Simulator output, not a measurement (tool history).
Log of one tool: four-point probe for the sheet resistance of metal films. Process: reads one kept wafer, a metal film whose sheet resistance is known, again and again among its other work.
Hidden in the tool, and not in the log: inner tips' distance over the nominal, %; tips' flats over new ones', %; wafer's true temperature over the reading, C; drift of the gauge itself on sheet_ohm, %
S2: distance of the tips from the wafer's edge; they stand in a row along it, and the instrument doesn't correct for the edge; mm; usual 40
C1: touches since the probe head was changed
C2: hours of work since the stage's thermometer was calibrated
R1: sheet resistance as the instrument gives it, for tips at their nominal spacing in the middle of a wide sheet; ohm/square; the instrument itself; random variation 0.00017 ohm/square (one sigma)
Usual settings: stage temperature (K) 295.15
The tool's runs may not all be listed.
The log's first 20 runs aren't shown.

run 21 hour=844.9 | stage_temperature_(K)=295.15 S2=40 | C1=44797 C2=1385 | R1=0.827672
-- hour=853.2 stage's thermometer calibrated
run 22 hour=892.3 | stage_temperature_(K)=295.15 S2=40 | C1=46704 C2=18 | R1=0.827628
run 23 hour=921.2 | stage_temperature_(K)=295.15 S2=40 | C1=47883 C2=31 | R1=0.827660
run 24 hour=948.9 | stage_temperature_(K)=298.15 S2=71 | C1=49010 C2=43 | R1=0.827687
run 25 hour=1001.7 | stage_temperature_(K)=298.15 S2=71 | C1=51160 C2=67 | R1=0.827502
run 26 hour=1056.1 | stage_temperature_(K)=293.15 S2=56 | C1=53376 C2=92 | R1=0.827915
run 27 hour=1096.7 | stage_temperature_(K)=295.15 S2=4 | C1=55030 C2=110 | R1=0.834713
run 28 hour=1123.0 | stage_temperature_(K)=293.15 S2=13 | C1=56099 C2=122 | R1=0.828531
run 29 hour=1176.2 | stage_temperature_(K)=296.15 S2=23 | C1=58266 C2=146 | R1=0.828005
run 30 hour=1207.1 | stage_temperature_(K)=298.15 S2=40 | C1=59524 C2=160 | R1=0.827509
run 31 hour=1239.2 | stage_temperature_(K)=302.15 S2=57 | C1=60831 C2=175 | R1=0.827262
run 32 hour=1276.0 | stage_temperature_(K)=293.15 S2=5 | C1=62331 C2=192 | R1=0.832549
run 33 hour=1317.8 | stage_temperature_(K)=300.15 S2=5 | C1=64033 C2=210 | R1=0.831652
run 34 hour=1370.5 | stage_temperature_(K)=300.15 S2=5 | C1=66175 C2=234 | R1=0.831402
run 35 hour=1402.5 | stage_temperature_(K)=295.15 S2=4 | C1=67479 C2=249 | R1=0.834906
run 36 hour=1426.8 | stage_temperature_(K)=293.15 S2=15 | C1=68468 C2=260 | R1=0.828281
run 37 hour=1480.2 | stage_temperature_(K)=305.15 S2=13 | C1=70642 C2=284 | R1=0.827180
run 38 hour=1532.8 | stage_temperature_(K)=305.15 S2=13 | C1=72785 C2=308 | R1=0.827003
run 39 hour=1567.6 | stage_temperature_(K)=297.15 S2=21 | C1=74202 C2=324 | R1=0.827720

Run 40 comes next. What will it give?
run 40 hour=1605.2 | stage_temperature_(K)=297.15 S2=21 | C1=75733 C2=341 | R1=?

{"run 40": {"R1": 0.827687}}
Without the tool's hidden state the same run would have given R1 0.827875 ohm/square.
